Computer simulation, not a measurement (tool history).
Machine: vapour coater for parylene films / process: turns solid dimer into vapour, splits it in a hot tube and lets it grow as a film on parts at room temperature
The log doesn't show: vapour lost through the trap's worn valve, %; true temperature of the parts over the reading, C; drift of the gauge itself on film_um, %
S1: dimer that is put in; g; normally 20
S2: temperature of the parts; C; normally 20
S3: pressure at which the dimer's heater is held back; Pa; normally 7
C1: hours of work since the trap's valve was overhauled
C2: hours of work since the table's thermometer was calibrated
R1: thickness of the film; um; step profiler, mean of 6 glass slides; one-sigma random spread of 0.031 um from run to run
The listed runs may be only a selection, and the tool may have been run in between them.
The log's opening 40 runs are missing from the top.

| run | day | S1 | S2 | S3 | C1 | C2 | R1 |
|---|---|---|---|---|---|---|---|
| 41 | 88.629 | 9 | 13 | 5.46 | 51 | 266 | 1.85 |
| 42 | 91.188 | 20 | 25 | 7 | 90 | 305 | 2.4 |
| 43 | 92.462 | 20 | 25 | 7 | 109 | 324 | 2.44 |
| 44 | 94.296 | 30 | 17 | 7.72 | 137 | 352 | 4.81 |
| 45 | 96.604 | 10 | 20 | 7.59 | 172 | 387 | 1.44 |
| 46 | 98.054 | 10 | 20 | 7.59 | 194 | 409 | 1.4 |
| 47 | 99.412 | 10 | 20 | 7.59 | 215 | 430 | 1.37 |
| 48 | 101.533 | 18 | 15 | 7 | 247 | 462 | 3.12 |

Below are 3 alternative next runs, each starting from the tool's condition after run 48. Predict each:
| A | 103.717 | 20 | 20 | 3.19 | 280 | 495 | ? |
| B | 103.717 | 20 | 13 | 7 | 280 | 495 | ? |
| C | 103.717 | 18 | 19 | 11.83 | 280 | 495 | ? |

| run | R1 |
|---|---|
| A | 3.24 |
| B | 3.62 |
| C | 2.36 |
Stripped of hidden state, with their random variation kept, the same runs would have yielded:
| run | R1 |
|---|---|
| A | 3.54 |
| B | 3.96 |
| C | 2.57 |
